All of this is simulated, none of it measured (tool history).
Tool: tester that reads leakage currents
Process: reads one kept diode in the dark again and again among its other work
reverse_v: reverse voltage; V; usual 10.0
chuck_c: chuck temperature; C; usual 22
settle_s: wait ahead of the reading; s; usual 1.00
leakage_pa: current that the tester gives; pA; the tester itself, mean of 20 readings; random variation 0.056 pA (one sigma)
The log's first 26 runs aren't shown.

run	hour	reverse_v	chuck_c	settle_s	hours of work since the probe card was cleaned	hours of work since the tester was calibrated	hours of work since the chuck was calibrated	leakage_pa
27	1866.3	1.1	35	0.38	503	2362	185	12.09
28	1932.8	1.1	35	0.38	541	2400	223	12.37
29	1987.2	12.3	30	2.08	572	2431	254	26.06
30	2052.8	12.3	30	2.08	610	2468	291	26.54
31	2111.9	7.0	22	0.94	643	2502	325	12.04
32	2173.9	7.0	22	0.94	678	2537	360	12.37
33	2267.7	3.6	56	0.49	732	2591	414	120.14
34	2345.0	3.6	56	0.49	776	2635	458	122.39
35	2401.7	4.0	22	1.00	808	2667	490	9.48
# hour 2462.5: chuck's temperature calibrated
36	2495.7	4.0	22	1.00	860	2719	19	8.43
37	2568.9	4.0	22	1.33	902	2761	61	8.59
38	2641.7	4.0	22	1.33	944	2802	102	8.77
39	2723.2	4.0	22	1.33	990	2849	148	9.08

4 ways to go on from here, each from the tool as it stands after run 39. What would each give?
A	2813.8	13.3	22	0.35	1041	2900	200	?
B	2813.8	10.0	42	5.06	1041	2900	200	?
C	2813.8	13.6	32	1.00	1041	2900	200	?
D	2813.8	4.0	57	1.33	1041	2900	200	?

run	leakage_pa
A	24.65
B	60.03
C	36.73
D	126.28
Without the tool's hidden state the same runs would have given:
run	leakage_pa
A	12.85
B	47.78
C	23.56
D	114.39

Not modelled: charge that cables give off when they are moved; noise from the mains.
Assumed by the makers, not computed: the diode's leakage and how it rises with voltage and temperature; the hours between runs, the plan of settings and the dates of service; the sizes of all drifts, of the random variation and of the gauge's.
